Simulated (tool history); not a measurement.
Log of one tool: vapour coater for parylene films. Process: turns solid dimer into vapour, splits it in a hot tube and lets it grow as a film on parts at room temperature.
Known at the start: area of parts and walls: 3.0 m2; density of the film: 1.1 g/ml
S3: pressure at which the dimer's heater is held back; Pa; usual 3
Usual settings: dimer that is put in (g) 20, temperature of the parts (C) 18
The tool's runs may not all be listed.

Run 1, hour 0: usual settings. Result: thickness of the film (um) 3.75.
Run 2, hour 59.2: usual settings but temperature of the parts (C) 19. Result: thickness of the film (um) 3.65.
Run 3, hour 107: usual settings but temperature of the parts (C) 19. Result: thickness of the film (um) 3.62.
Run 4, hour 167.8: usual settings but temperature of the parts (C) 19. Result: thickness of the film (um) 3.58.
At hour 200.5: table's thermometer calibrated.
At hour 207.2: trap's valve overhauled.
Run 5, hour 207.2: usual settings but temperature of the parts (C) 19. Result: thickness of the film (um) 4.14.
Run 6, hour 239.8: usual settings. Result: thickness of the film (um) 4.3.
Run 7, hour 270.5: usual settings. Result: thickness of the film (um) 4.22.
Run 8, hour 314.3: usual settings. Result: thickness of the film (um) 4.2.
Run 9, hour 357.5: usual settings. Result: thickness of the film (um) 4.12.
Run 10, hour 408.6: usual settings. Result: thickness of the film (um) 4.12.
Run 11, hour 449.7: usual settings. Result: thickness of the film (um) 4.1.
Run 12, hour 482: usual settings. Result: thickness of the film (um) 4.01.
Run 13, hour 523.6: usual settings. Result: thickness of the film (um) 3.98.
Run 14, hour 550.7: usual settings. Result: thickness of the film (um) 3.94.
Run 15, hour 605.2: usual settings but dimer that is put in (g) 9, temperature of the parts (C) 22, S3 3.02 Pa. Result: thickness of the film (um) 1.64.
Run 16, hour 641.9: usual settings but dimer that is put in (g) 12, S3 5.05 Pa. Result: thickness of the film (um) 2.21.
Run 17, hour 668.1: usual settings but dimer that is put in (g) 15, S3 2.09 Pa. Result: thickness of the film (um) 3.01.
Run 18, hour 726.9: usual settings but dimer that is put in (g) 15, temperature of the parts (C) 10, S3 2.09 Pa. Result: thickness of the film (um) 3.52.
Run 19, hour 786.1: usual settings but dimer that is put in (g) 15, temperature of the parts (C) 10, S3 2.09 Pa. Result: thickness of the film (um) 3.49.
At hour 820.3: trap's valve overhauled.
Run 20, hour 843.4: usual settings but dimer that is put in (g) 15, temperature of the parts (C) 10, S3 2.09 Pa. Result: thickness of the film (um) 3.89.
Run 21, hour 895.1: usual settings but dimer that is put in (g) 11, temperature of the parts (C) 28, S3 5.58 Pa. Result: thickness of the film (um) 1.73.
Run 22, hour 954.5: usual settings but dimer that is put in (g) 19, temperature of the parts (C) 11, S3 3.6 Pa. Result: thickness of the film (um) 4.47.
Run 23, hour 1009: usual settings but dimer that is put in (g) 19, temperature of the parts (C) 11, S3 3.6 Pa. Result: thickness of the film (um) 4.41.
Run 24, hour 1046.2: usual settings but dimer that is put in (g) 32, S3 8.27 Pa. Result: thickness of the film (um) 5.84.
Run 25, hour 1097.5: usual settings but dimer that is put in (g) 33, temperature of the parts (C) 26, S3 3.59 Pa. Result: thickness of the film (um) 5.46.
Run 26, hour 1138.6: usual settings but dimer that is put in (g) 10, temperature of the parts (C) 11. Result: thickness of the film (um) 2.28.
Run 27, hour 1190.8: usual settings but dimer that is put in (g) 25, S3 5.78 Pa. Result: thickness of the film (um) 4.63.

Measured less the same run without the tool's hidden state. The same run-to-run variation is in both; the gauge's scatter may not be:
The hidden state here: vapour lost through the trap's worn valve, %; true temperature of the parts over the reading, C; drift of the gauge itself on film_um, %.
run  thickness of the film (um)
  1                       -0.46
  2                        -0.5
  3                       -0.55
  4                       -0.59
  5                       -0.02
  6                       -0.05
  7                       -0.07
  8                       -0.11
  9                       -0.14
 10                       -0.19
 11                       -0.23
 12                       -0.26
 13                       -0.29
 14                       -0.32
 15                       -0.15
 16                       -0.23
 17                       -0.32
 18                       -0.42
 19                       -0.48
 20                       -0.06
 21                       -0.04
 22                       -0.18
 23                       -0.23
 24                       -0.36
 25                        -0.4
 26                       -0.19
 27                       -0.44
